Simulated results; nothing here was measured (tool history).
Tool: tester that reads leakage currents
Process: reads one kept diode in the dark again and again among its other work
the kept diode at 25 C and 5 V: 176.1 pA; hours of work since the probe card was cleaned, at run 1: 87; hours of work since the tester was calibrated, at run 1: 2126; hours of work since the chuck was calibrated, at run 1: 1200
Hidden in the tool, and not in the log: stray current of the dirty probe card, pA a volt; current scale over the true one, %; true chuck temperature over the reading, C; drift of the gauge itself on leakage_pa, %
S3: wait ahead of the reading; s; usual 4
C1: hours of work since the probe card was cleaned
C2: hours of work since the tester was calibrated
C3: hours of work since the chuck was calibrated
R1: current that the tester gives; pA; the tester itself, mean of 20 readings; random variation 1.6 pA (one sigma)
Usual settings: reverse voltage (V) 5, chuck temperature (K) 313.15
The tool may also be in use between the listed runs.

run 1 day=0 | reverse_voltage_(V)=5 chuck_temperature_(K)=313.15 S3=4 | C1=87 C2=2126 C3=1200 | R1=531.24
run 2 day=3.354 | reverse_voltage_(V)=5 chuck_temperature_(K)=313.15 S3=4 | C1=132 C2=2171 C3=1245 | R1=524.56
run 3 day=6.854 | reverse_voltage_(V)=15.02 chuck_temperature_(K)=313.15 S3=4 | C1=180 C2=2219 C3=1293 | R1=880.63
run 4 day=9.708 | reverse_voltage_(V)=3.1 chuck_temperature_(K)=313.15 S3=4 | C1=218 C2=2258 C3=1331 | R1=425.17
run 5 day=11.783 | reverse_voltage_(V)=3.1 chuck_temperature_(K)=313.15 S3=4 | C1=247 C2=2286 C3=1359 | R1=423.66
run 6 day=16.929 | reverse_voltage_(V)=5 chuck_temperature_(K)=313.15 S3=4 | C1=316 C2=2356 C3=1429 | R1=528.61
run 7 day=21.346 | reverse_voltage_(V)=5 chuck_temperature_(K)=313.15 S3=4 | C1=376 C2=2416 C3=1489 | R1=530.33
run 8 day=26.4 | reverse_voltage_(V)=5 chuck_temperature_(K)=313.15 S3=4 | C1=445 C2=2484 C3=1558 | R1=527.4
run 9 day=29.671 | reverse_voltage_(V)=5 chuck_temperature_(K)=313.15 S3=4 | C1=489 C2=2529 C3=1602 | R1=530.72
run 10 day=32.583 | reverse_voltage_(V)=5 chuck_temperature_(K)=313.15 S3=4 | C1=529 C2=2568 C3=1642 | R1=529.77
run 11 day=36.842 | reverse_voltage_(V)=5 chuck_temperature_(K)=313.15 S3=4 | C1=587 C2=2626 C3=1700 | R1=527.33
run 12 day=41.379 | reverse_voltage_(V)=5 chuck_temperature_(K)=326.15 S3=8.34 | C1=648 C2=2687 C3=1761 | R1=1260.65
run 13 day=45.046 | reverse_voltage_(V)=1.09 chuck_temperature_(K)=296.15 S3=0.33 | C1=698 C2=2737 C3=1811 | R1=76.01
run 14 day=49.746 | reverse_voltage_(V)=5 chuck_temperature_(K)=323.15 S3=4 | C1=762 C2=2801 C3=1875 | R1=1040
run 15 day=53.171 | reverse_voltage_(V)=3.43 chuck_temperature_(K)=307.15 S3=4 | C1=808 C2=2848 C3=1921 | R1=290.75

3 ways to go on from here, each from the tool as it stands after run 15. What would each give?
run A day=55.279 | reverse_voltage_(V)=5 chuck_temperature_(K)=310.15 S3=0.33 | C1=837 C2=2876 C3=1950 | R1=?
run B day=55.279 | reverse_voltage_(V)=2.74 chuck_temperature_(K)=306.15 S3=6.28 | C1=837 C2=2876 C3=1950 | R1=?
run C day=55.279 | reverse_voltage_(V)=19.63 chuck_temperature_(K)=313.15 S3=3.35 | C1=837 C2=2876 C3=1950 | R1=?

run=A R1=434.16
run=B R1=242.48
run=C R1=1001.75
Without the tool's hidden state the same runs would have given:
run=A R1=433.42
run=B R1=242.05
run=C R1=999.96
